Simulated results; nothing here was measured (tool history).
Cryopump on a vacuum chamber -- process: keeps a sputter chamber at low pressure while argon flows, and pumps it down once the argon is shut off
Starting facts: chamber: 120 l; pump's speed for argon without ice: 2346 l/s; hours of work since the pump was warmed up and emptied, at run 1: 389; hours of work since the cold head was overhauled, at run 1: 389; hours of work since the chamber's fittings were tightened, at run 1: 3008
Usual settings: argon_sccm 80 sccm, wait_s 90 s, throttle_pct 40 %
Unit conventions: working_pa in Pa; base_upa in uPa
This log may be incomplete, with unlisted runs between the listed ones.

run    hour  argon_sccm  wait_s  throttle_pct  hours of work since the pump was warmed up and emptied  hours of work since the cold head was overhauled  hours of work since the chamber's fittings were tightened  working_pa  base_upa
  1     0.0          80      90            40                                                     389                                               389                                                       3008      0.1571      1.64
  2    37.5         131      90            40                                                     408                                               408                                                       3026      0.2556      1.68
  3    74.7         131      90            40                                                     426                                               426                                                       3045      0.2594      1.63
  4    95.3          80      90            40                                                     436                                               436                                                       3055      0.1573      1.70
  5   139.8          80      90            38                                                     458                                               458                                                       3077      0.1649      1.73
  6   167.5          80      90            40                                                     472                                               472                                                       3091      0.1573      1.75
  7   197.5          80      90            40                                                     487                                               487                                                       3106      0.1599      1.80
  8   245.7          80      90            40                                                     511                                               511                                                       3130      0.1610      1.84
      257.0  -- pump warmed up, emptied and cooled again
  9   274.0          80      90            40                                                       8                                               523                                                       3141      0.1447      1.41
 10   295.0          80     144            40                                                      19                                               533                                                       3152      0.1438      1.38
 11   332.0          80     144            16                                                      37                                               551                                                       3170      0.3616      1.48
 12   356.4          80      90            31                                                      49                                               564                                                       3182      0.1874      1.41
 13   404.1          80      90            33                                                      73                                               587                                                       3206      0.1767      1.52
 14   444.6          80      90            40                                                      93                                               607                                                       3226      0.1461      1.56
 15   467.4          80      90            40                                                     105                                               619                                                       3238      0.1462      1.58
 16   509.7          80      90            40                                                     126                                               640                                                       3259      0.1479      1.57
 17   536.8          80     142            40                                                     139                                               653                                                       3272      0.1479      1.49
 18   557.9          56      90            15                                                     149                                               664                                                       3282      0.2709      1.66
      576.4  -- leaking fittings of the chamber tightened, without venting
 19   592.0          56      90            15                                                     165                                               680                                                          8      0.2723      0.37
 20   622.7          56      90            15                                                     181                                               695                                                         23      0.2727      0.40
 21   662.3          38      90            40                                                     200                                               715                                                         43      0.0723      0.40
 22   702.5          80      90            53                                                     220                                               735                                                         63      0.1142      0.40
 23   741.5          39     254            40                                                     240                                               754                                                         82      0.0724      0.24
 24   773.1          91      90            40                                                     255                                               770                                                         98      0.1719      0.44
 25   816.8          53     116            38                                                     277                                               791                                                        119      0.1058      0.39
 26   839.8          39     116            38                                                     289                                               803                                                        131      0.0774      0.42
 27   872.8          63      48            38                                                     305                                               819                                                        147      0.1262      0.64
 28   903.1          63      48            38                                                     320                                               834                                                        162      0.1262      0.66
 29   939.3          80      35            16                                                     338                                               852                                                        180      0.3671      0.83
 30   973.3          80      35            16                                                     355                                               869                                                        197      0.3716      0.84
 31  1010.7          58      35            26                                                     373                                               888                                                        216      0.1705      0.81
 32  1048.1          58      66            40                                                     392                                               906                                                        234      0.1119      0.58
 33  1085.9          48      21            40                                                     411                                               925                                                        253      0.0942      1.20
 34  1124.2          48      21            40                                                     430                                               944                                                        272      0.0953      1.25

Hidden condition of the tool, last listed run before each entry between runs versus first listed run after:
Logged between run 8 and run 9: pump warmed up, emptied and cooled again (hour 257.0)
  pump's speed, % of a pump's without ice: 78.3 -> 99.6; leak into the chamber, uPa l/s: 2888 -> 2898
  measured less the result without the state, working_pa: +0.0164 -> +0.0005 Pa; base_upa: +1.47 -> +1.10 uPa
Logged between run 18 and run 19: leaking fittings of the chamber tightened, without venting (hour 576.4)
  pump's speed, % of a pump's without ice: 93.8 -> 93.2; leak into the chamber, uPa l/s: 3012 -> 343
  measured less the result without the state, working_pa: +0.0029 -> +0.0032 Pa; base_upa: +1.25 -> +0.03 uPa

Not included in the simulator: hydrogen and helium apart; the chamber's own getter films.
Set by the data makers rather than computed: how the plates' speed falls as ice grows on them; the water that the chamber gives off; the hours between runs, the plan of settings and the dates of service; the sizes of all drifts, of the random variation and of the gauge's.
